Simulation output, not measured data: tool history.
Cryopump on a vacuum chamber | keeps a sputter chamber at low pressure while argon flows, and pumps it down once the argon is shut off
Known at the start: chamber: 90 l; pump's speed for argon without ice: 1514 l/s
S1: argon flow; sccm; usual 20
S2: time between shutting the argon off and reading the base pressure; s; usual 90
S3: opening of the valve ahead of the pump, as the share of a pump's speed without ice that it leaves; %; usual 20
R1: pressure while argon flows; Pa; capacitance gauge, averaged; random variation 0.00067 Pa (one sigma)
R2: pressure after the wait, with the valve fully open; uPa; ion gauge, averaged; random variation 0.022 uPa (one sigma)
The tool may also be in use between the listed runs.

Run 1, hour 0: usual settings. Result: R1 0.1169 Pa, R2 2.59 uPa.
Run 2, hour 54.4: usual settings but S3 44 %. Result: R1 0.0563 Pa, R2 2.59 uPa.
Run 3, hour 130.2: usual settings but S3 44 %. Result: R1 0.0566 Pa, R2 2.59 uPa.
Run 4, hour 205.3: usual settings but S3 44 %. Result: R1 0.0575 Pa, R2 2.7 uPa.
Run 5, hour 251.3: usual settings. Result: R1 0.1182 Pa, R2 2.86 uPa.
Run 6, hour 308.9: usual settings but S3 45 %. Result: R1 0.0567 Pa, R2 2.84 uPa.
At hour 337.1: pump warmed up, emptied and cooled again.
Run 7, hour 365.8: usual settings but S2 54 s, S3 45 %. Result: R1 0.0504 Pa, R2 2.83 uPa.
Run 8, hour 458.5: usual settings but S1 13 sccm, S2 54 s, S3 45 %. Result: R1 0.0338 Pa, R2 2.84 uPa.
Run 9, hour 520: usual settings but S1 13 sccm, S2 54 s, S3 45 %. Result: R1 0.0334 Pa, R2 2.82 uPa.
Run 10, hour 601.1: usual settings but S1 13 sccm, S2 54 s, S3 45 %. Result: R1 0.0331 Pa, R2 2.93 uPa.
Run 11, hour 653.2: usual settings but S1 13 sccm, S2 48 s, S3 45 %. Result: R1 0.0333 Pa, R2 3.01 uPa.
Run 12, hour 722.6: usual settings but S1 9 sccm, S2 157 s, S3 36 %. Result: R1 0.0287 Pa, R2 2.51 uPa.
Run 13, hour 805.2: usual settings but S1 9 sccm, S2 193 s, S3 18 %. Result: R1 0.0572 Pa, R2 2.54 uPa.
Run 14, hour 889.4: usual settings but S1 9 sccm, S2 193 s, S3 18 %. Result: R1 0.0576 Pa, R2 2.66 uPa.
Run 15, hour 967.1: usual settings but S1 32 sccm, S2 298 s. Result: R1 0.1836 Pa, R2 2.6 uPa.
Run 16, hour 1033.9: usual settings but S2 46 s. Result: R1 0.1169 Pa, R2 3.45 uPa.
Run 17, hour 1121: usual settings but S1 34 sccm, S3 35 %. Result: R1 0.1138 Pa, R2 3.16 uPa.
Run 18, hour 1191.9: usual settings but S2 126 s, S3 26 %. Result: R1 0.0899 Pa, R2 3.07 uPa.
Run 19, hour 1267.5: usual settings but S3 40 %. Result: R1 0.0605 Pa, R2 3.23 uPa.
Run 20, hour 1326.3: usual settings but S2 198 s, S3 27 %. Result: R1 0.0879 Pa, R2 3.08 uPa.
Run 21, hour 1368.9: usual settings but S2 150 s, S3 23 %. Result: R1 0.1014 Pa, R2 3.21 uPa.
Run 22, hour 1435.5: usual settings but S2 150 s, S3 23 %. Result: R1 0.1019 Pa, R2 3.2 uPa.

4 ways to go on from here, each from the tool as it stands after run 22. What would each give?
Run A, hour 1493.9: usual settings but S2 69 s, S3 23 %. Result: R1 ?, R2 ?.
Run B, hour 1493.9: usual settings but S2 26 s, S3 23 %. Result: R1 ?, R2 ?.
Run C, hour 1493.9: usual settings but S1 14 sccm, S2 150 s, S3 16 %. Result: R1 ?, R2 ?.
Run D, hour 1493.9: usual settings but S1 12 sccm, S3 21 %. Result: R1 ?, R2 ?.

run      R1    R2
  A  0.1017  3.69
  B  0.1024  4.63
  C  0.1008  3.31
  D  0.0665  3.47
Without the tool's hidden state the same runs would have given:
run      R1    R2
  A  0.0966  0.84
  B  0.0972  1.85
  C  0.0972   0.5
  D  0.0634  0.68
